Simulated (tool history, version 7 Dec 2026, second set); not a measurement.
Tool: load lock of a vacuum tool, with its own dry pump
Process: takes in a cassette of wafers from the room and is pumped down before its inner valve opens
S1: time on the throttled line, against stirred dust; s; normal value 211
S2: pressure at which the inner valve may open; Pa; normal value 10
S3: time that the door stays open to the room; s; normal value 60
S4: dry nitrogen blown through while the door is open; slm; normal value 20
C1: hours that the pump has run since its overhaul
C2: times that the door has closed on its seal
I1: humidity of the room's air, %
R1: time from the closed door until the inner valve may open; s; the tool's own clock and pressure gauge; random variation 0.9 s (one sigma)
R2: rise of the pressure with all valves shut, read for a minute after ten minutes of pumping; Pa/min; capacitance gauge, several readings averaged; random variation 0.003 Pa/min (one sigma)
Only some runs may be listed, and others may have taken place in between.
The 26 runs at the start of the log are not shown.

{"run": 27, "hour": 3363.6, "S1": 211, "S2": 15, "S3": 57, "S4": 34, "C1": 11229, "C2": 23233, "I1": 44.8, "R1": 279.4, "R2": 0.13}
{"run": 28, "hour": 3519.6, "S1": 211, "S2": 10, "S3": 60, "S4": 19, "C1": 11385, "C2": 23590, "I1": 47.5, "R1": 283.8, "R2": 0.141}
{"run": 29, "hour": 3629.3, "S1": 135, "S2": 16, "S3": 111, "S4": 40, "C1": 11495, "C2": 23841, "I1": 43.6, "R1": 211.3, "R2": 0.132}
{"run": 30, "hour": 3783.9, "S1": 135, "S2": 16, "S3": 46, "S4": 40, "C1": 11649, "C2": 24195, "I1": 44.3, "R1": 211.7, "R2": 0.131}
{"run": 31, "hour": 3918.4, "S1": 135, "S2": 16, "S3": 46, "S4": 40, "C1": 11784, "C2": 24502, "I1": 45.4, "R1": 210.4, "R2": 0.133}
{"run": 32, "hour": 4017.3, "S1": 135, "S2": 16, "S3": 46, "S4": 40, "C1": 11883, "C2": 24729, "I1": 49.6, "R1": 209.8, "R2": 0.141}
{"run": 33, "hour": 4096.1, "S1": 109, "S2": 16, "S3": 105, "S4": 40, "C1": 11961, "C2": 24909, "I1": 41.3, "R1": 188.1, "R2": 0.136}
{"run": 34, "hour": 4276.2, "S1": 128, "S2": 18, "S3": 82, "S4": 20, "C1": 12141, "C2": 25321, "I1": 43.6, "R1": 203.5, "R2": 0.157}
{"run": 35, "hour": 4444.5, "S1": 338, "S2": 10, "S3": 60, "S4": 6, "C1": 12310, "C2": 25706, "I1": 44.5, "R1": 396.1, "R2": 0.164}
{"run": 36, "hour": 4539.9, "S1": 125, "S2": 10, "S3": 60, "S4": 33, "C1": 12405, "C2": 25924, "I1": 48.4, "R1": 207.2, "R2": 0.148}

Branching from run 36: 4 alternative next runs. What would each branch give?
{"run": "A", "hour": 4625.4, "S1": 125, "S2": 10, "S3": 60, "S4": 9, "C1": 12491, "C2": 26120, "I1": 47.7, "R1": "?", "R2": "?"}
{"run": "B", "hour": 4625.4, "S1": 125, "S2": 8, "S3": 41, "S4": 8, "C1": 12491, "C2": 26120, "I1": 39.4, "R1": "?", "R2": "?"}
{"run": "C", "hour": 4625.4, "S1": 164, "S2": 10, "S3": 60, "S4": 33, "C1": 12491, "C2": 26120, "I1": 46.1, "R1": "?", "R2": "?"}
{"run": "D", "hour": 4625.4, "S1": 375, "S2": 10, "S3": 103, "S4": 20, "C1": 12491, "C2": 26120, "I1": 43.5, "R1": "?", "R2": "?"}

run=A R1=208 R2=0.166
run=B R1=211 R2=0.157
run=C R1=242.8 R2=0.153
run=D R1=427.5 R2=0.16
Had the tool no hidden state, the same runs would have come out as:
run=A R1=199.9 R2=0.053
run=B R1=202.8 R2=0.044
run=C R1=235.1 R2=0.039
run=D R1=422.3 R2=0.045
